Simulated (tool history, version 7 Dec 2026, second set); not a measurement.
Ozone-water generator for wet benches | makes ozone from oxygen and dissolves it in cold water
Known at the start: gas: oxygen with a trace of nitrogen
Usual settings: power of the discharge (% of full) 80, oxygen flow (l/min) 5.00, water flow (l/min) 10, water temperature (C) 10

run,hour,power of the discharge (% of full),oxygen flow (l/min),water flow (l/min),water temperature (C),dissolved ozone (ppm),ozone in the gas ahead of the water (g/m3)
1,0.0,80,5.00,10,10,50.7,259.5
2,60.1,80,5.00,10,5,54.5,259.1
3,101.6,80,5.00,10,10,50.0,261.4
4,152.2,80,5.00,10,10,50.1,259.2
5,207.9,80,5.00,10,10,50.4,257.1
6,264.4,59,5.00,10,10,39.4,203.4
7,318.7,80,8.92,10,10,51.2,216.0
# hour 328.5: contactor cleaned
8,385.5,80,8.92,10,10,52.0,215.1
9,461.1,80,8.92,10,10,51.2,215.4
10,535.2,80,8.92,10,10,51.0,211.3
11,589.6,58,3.96,6,5,56.0,216.1
# hour 621.2: contactor cleaned, once more
12,656.5,58,2.85,6,5,53.0,240.2
13,717.6,71,5.00,12,14,37.1,232.5

4 ways to go on from here, each from the tool as it stands after run 13. What would each give?
A,767.7,71,8.04,12,14,?,?
B,767.7,80,5.62,10,10,?,?
C,767.7,69,5.00,7,10,?,?
D,767.7,44,5.00,12,5,?,?

run,dissolved ozone (ppm),ozone in the gas ahead of the water (g/m3)
A,38.8,199.6
B,49.9,244.9
C,53.5,228.2
D,30.4,163.4
Without the tool's hidden state the same runs would have given:
run,dissolved ozone (ppm),ozone in the gas ahead of the water (g/m3)
A,43.2,220.6
B,56.1,273.1
C,59.4,251.6
D,32.6,174.0
